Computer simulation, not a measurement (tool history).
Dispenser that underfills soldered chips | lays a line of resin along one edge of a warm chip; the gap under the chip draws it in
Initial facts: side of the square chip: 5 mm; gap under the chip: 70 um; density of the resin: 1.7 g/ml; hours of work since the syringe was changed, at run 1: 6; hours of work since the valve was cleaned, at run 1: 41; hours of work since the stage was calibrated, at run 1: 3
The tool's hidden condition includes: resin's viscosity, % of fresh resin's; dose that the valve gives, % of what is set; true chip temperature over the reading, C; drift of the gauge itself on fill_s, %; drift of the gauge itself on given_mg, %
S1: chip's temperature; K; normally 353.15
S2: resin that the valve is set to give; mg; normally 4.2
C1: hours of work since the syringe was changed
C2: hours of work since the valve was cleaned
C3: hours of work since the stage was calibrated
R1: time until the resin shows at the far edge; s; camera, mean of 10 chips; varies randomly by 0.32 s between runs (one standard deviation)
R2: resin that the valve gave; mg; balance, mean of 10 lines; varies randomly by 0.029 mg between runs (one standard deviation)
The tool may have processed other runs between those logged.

run 1 hour=0 | S1=353.15 S2=4.2 | C1=6 C2=41 C3=3 | R1=14.8 R2=4.09
-- hour=2.2 new syringe of resin
run 2 hour=4.3 | S1=353.15 S2=4.2 | C1=1 C2=43 C3=6 | R1=12 R2=4.1
run 3 hour=6.8 | S1=353.15 S2=4.2 | C1=3 C2=45 C3=8 | R1=12.8 R2=4.09
run 4 hour=11.3 | S1=353.15 S2=4.2 | C1=6 C2=48 C3=11 | R1=14.6 R2=4.13
-- hour=13.7 new syringe of resin
run 5 hour=14.8 | S1=353.15 S2=4.2 | C1=1 C2=50 C3=13 | R1=12.3 R2=4.1
run 6 hour=20.2 | S1=353.15 S2=4.2 | C1=4 C2=54 C3=16 | R1=13.9 R2=4.07
run 7 hour=22.9 | S1=353.15 S2=4.2 | C1=6 C2=56 C3=18 | R1=15.1 R2=4.16
-- hour=25.4 new syringe of resin
run 8 hour=28 | S1=359.15 S2=4.2 | C1=2 C2=59 C3=22 | R1=9.8 R2=4.06
run 9 hour=31.5 | S1=359.15 S2=4.2 | C1=4 C2=61 C3=24 | R1=10.8 R2=4.09
run 10 hour=36.3 | S1=359.15 S2=4.2 | C1=7 C2=64 C3=27 | R1=12.4 R2=4.06
-- hour=37.2 new syringe of resin
run 11 hour=38.8 | S1=353.15 S2=4.2 | C1=1 C2=66 C3=29 | R1=12.2 R2=4.01
run 12 hour=41 | S1=353.15 S2=4.2 | C1=3 C2=67 C3=30 | R1=13.4 R2=4.07
run 13 hour=45.9 | S1=363.15 S2=4.2 | C1=6 C2=71 C3=33 | R1=10.1 R2=4.06
-- hour=48.8 new syringe of resin
run 14 hour=50.5 | S1=364.15 S2=4.2 | C1=1 C2=73 C3=36 | R1=8.2 R2=4.03
run 15 hour=55.3 | S1=340.15 S2=4.2 | C1=4 C2=77 C3=39 | R1=22.6 R2=4.02
run 16 hour=57.6 | S1=353.15 S2=4.2 | C1=6 C2=78 C3=41 | R1=14.7 R2=4.06
run 17 hour=59.8 | S1=353.15 S2=4.2 | C1=7 C2=80 C3=42 | R1=16.1 R2=4.01
-- hour=60.6 new syringe of resin
run 18 hour=62.5 | S1=353.15 S2=4.2 | C1=1 C2=81 C3=44 | R1=12.5 R2=4.03
run 19 hour=65.3 | S1=353.15 S2=4.2 | C1=3 C2=83 C3=46 | R1=12.9 R2=4.01
run 20 hour=68.8 | S1=352.15 S2=4.2 | C1=6 C2=86 C3=48 | R1=15.4 R2=3.99
-- hour=72.1 new syringe of resin
run 21 hour=72.6 | S1=353.15 S2=3.61 | C1=0 C2=88 C3=51 | R1=11.7 R2=3.4
run 22 hour=76.6 | S1=353.15 S2=3.61 | C1=3 C2=91 C3=53 | R1=13.4 R2=3.45
run 23 hour=79.7 | S1=353.15 S2=3.61 | C1=5 C2=93 C3=55 | R1=14.8 R2=3.39
-- hour=83.7 new syringe of resin
run 24 hour=85.4 | S1=354.15 S2=4.24 | C1=1 C2=96 C3=59 | R1=10.6 R2=4
run 25 hour=88.5 | S1=349.15 S2=4.86 | C1=3 C2=98 C3=61 | R1=14 R2=4.61
run 26 hour=93.3 | S1=349.15 S2=4.86 | C1=6 C2=102 C3=64 | R1=17 R2=4.63
-- hour=95.3 new syringe of resin
run 27 hour=96.6 | S1=349.15 S2=4.86 | C1=1 C2=104 C3=66 | R1=12.9 R2=4.58
run 28 hour=100.2 | S1=347.15 S2=4.2 | C1=3 C2=106 C3=69 | R1=16.5 R2=3.92
run 29 hour=105 | S1=364.15 S2=4.91 | C1=6 C2=109 C3=72 | R1=9.8 R2=4.59
-- hour=106.9 new syringe of resin
-- hour=109.3 dispensing valve cleaned and set on the balance
run 30 hour=110.4 | S1=364.15 S2=4.91 | C1=2 C2=1 C3=75 | R1=8.1 R2=4.95
run 31 hour=112.7 | S1=355.15 S2=5.09 | C1=3 C2=2 C3=76 | R1=11.3 R2=5.05
run 32 hour=115.9 | S1=366.15 S2=4.83 | C1=5 C2=4 C3=79 | R1=8.5 R2=4.81
-- hour=119.5 new syringe of resin
run 33 hour=119.5 | S1=353.15 S2=4.33 | C1=0 C2=7 C3=81 | R1=10.2 R2=4.29
run 34 hour=123.2 | S1=351.15 S2=5.24 | C1=2 C2=9 C3=83 | R1=12.6 R2=5.2
run 35 hour=128.3 | S1=353.15 S2=4.78 | C1=6 C2=13 C3=87 | R1=13.9 R2=4.72

Forecast each of these 3 alternatives for the next run:
run A hour=130.7 | S1=342.15 S2=4.29 | C1=8 C2=14 C3=88 | R1=? R2=?
run B hour=130.7 | S1=355.15 S2=4.59 | C1=8 C2=14 C3=88 | R1=? R2=?
run C hour=130.7 | S1=353.15 S2=3.69 | C1=8 C2=14 C3=88 | R1=? R2=?

run=A R1=23.5 R2=4.24
run=B R1=13.6 R2=4.51
run=C R1=16.4 R2=3.68
Stripped of hidden state, with their random variation kept, the same runs would have yielded:
run=A R1=16.9 R2=4.28
run=B R1=9.7 R2=4.55
run=C R1=11.9 R2=3.71
